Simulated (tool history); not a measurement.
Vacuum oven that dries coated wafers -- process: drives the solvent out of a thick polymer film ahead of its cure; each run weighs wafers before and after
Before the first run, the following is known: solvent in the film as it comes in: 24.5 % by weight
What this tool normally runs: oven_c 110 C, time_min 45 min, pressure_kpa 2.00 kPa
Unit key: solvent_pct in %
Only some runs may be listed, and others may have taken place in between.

run	hour	oven_c	time_min	pressure_kpa	solvent_pct
1	0.0	110	45	2.00	6.18
2	11.8	110	45	2.00	6.22
3	19.5	110	45	2.00	6.14
4	27.9	110	62	2.00	4.11
5	38.0	110	62	2.00	4.13
6	44.3	110	62	2.00	4.08
7	57.0	110	45	2.00	6.18
8	66.3	110	35	2.00	7.82
9	78.4	110	35	2.00	7.82
10	87.4	110	35	2.00	7.89
11	93.9	100	35	1.33	11.90
12	105.3	122	25	6.03	6.25
13	116.5	125	68	2.00	0.77
14	125.9	110	67	2.00	3.66
15	131.4	116	67	7.35	3.83
16	144.2	113	66	2.89	3.14
17	149.6	113	66	2.89	3.16
18	160.8	110	46	2.00	5.96
19	168.6	101	24	3.56	14.31
20	181.1	97	45	2.00	11.98

Predict each of these 4 candidate next runs independently; none follows another, all start after run 20:
A	191.3	104	37	1.20	?
B	191.3	110	45	1.56	?
C	191.3	102	67	2.00	?
D	191.3	120	45	2.00	?

run	solvent_pct
A	9.77
B	6.01
C	6.94
D	2.51
Had the tool no hidden state, the same runs would have come out as:
run	solvent_pct
A	9.77
B	6.01
C	6.93
D	2.51
